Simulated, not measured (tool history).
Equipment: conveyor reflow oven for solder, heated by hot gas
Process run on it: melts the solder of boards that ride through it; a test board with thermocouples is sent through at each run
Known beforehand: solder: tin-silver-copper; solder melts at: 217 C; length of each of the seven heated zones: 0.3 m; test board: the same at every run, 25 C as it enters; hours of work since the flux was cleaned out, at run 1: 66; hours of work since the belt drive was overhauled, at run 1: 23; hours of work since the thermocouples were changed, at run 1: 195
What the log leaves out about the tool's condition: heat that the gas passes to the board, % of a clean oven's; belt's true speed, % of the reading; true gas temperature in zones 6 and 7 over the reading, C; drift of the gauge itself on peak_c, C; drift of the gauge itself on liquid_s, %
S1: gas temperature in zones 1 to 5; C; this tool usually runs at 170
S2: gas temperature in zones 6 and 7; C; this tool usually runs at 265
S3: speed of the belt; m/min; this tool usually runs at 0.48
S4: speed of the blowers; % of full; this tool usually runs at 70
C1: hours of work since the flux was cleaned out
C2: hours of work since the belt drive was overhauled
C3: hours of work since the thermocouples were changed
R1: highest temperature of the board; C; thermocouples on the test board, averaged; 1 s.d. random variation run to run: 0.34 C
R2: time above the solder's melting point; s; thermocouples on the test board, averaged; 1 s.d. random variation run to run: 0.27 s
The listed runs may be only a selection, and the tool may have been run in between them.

run   hour   S1   S2     S3  S4   C1   C2   C3     R1    R2
  1      0  170  265   0.48  70   66   23  195  251.5  54.6
  2     15  170  265   0.48  89   77   34  206  253.3  57.5
  3   31.6  170  265   0.48  89   89   46  218  254.2  57.5
  4   52.4  170  265   0.52  89  104   61  233  251.6  50.6
  5   62.8  170  265   0.48  70  112   69  241    252  54.5
  6   83.6  170  265   0.48  70  127   84  256  250.8  54.6
  7   93.7  170  263   0.48  70  134   91  263  249.9  53.1
  8  110.3  170  263   0.48  70  146  103  275  249.2  53.3
  9  128.4  170  260  0.388  78  160  116  289  252.9  71.7
 10  142.4  170  260  0.388  78  170  127  299  252.8  72.1
     147.5  -- belt drive overhauled, speed set with a stopwatch
 11  166.3  170  260  0.388  78  184   14  313    253  72.3
 12  181.4  165  280  0.381  86  195   25  324  272.5    83
     204.4  -- belt drive overhauled, speed set with a stopwatch, once more
 13  205.5  165  280  0.381  86  210    1  339  273.2  83.5

Branching from run 13: 4 alternative next runs. What would each branch give?
  A  223.1  165  280  0.388  86  223  14  352   ?   ?
  B  223.1  160  277  0.381  80  223  14  352   ?   ?
  C  223.1  170  265   0.48  50  223  14  352   ?   ?
  D  223.1  183  280  0.562  86  223  14  352   ?   ?

run     R1    R2
  A  272.9  81.5
  B  268.1  79.6
  C  246.6  49.7
  D  263.8  56.5
With the hidden condition removed and each run's random variation left untouched, the same runs would have given:
run     R1    R2
  A  273.3    82
  B  268.5  80.2
  C  247.2  50.6
  D  264.9  57.1

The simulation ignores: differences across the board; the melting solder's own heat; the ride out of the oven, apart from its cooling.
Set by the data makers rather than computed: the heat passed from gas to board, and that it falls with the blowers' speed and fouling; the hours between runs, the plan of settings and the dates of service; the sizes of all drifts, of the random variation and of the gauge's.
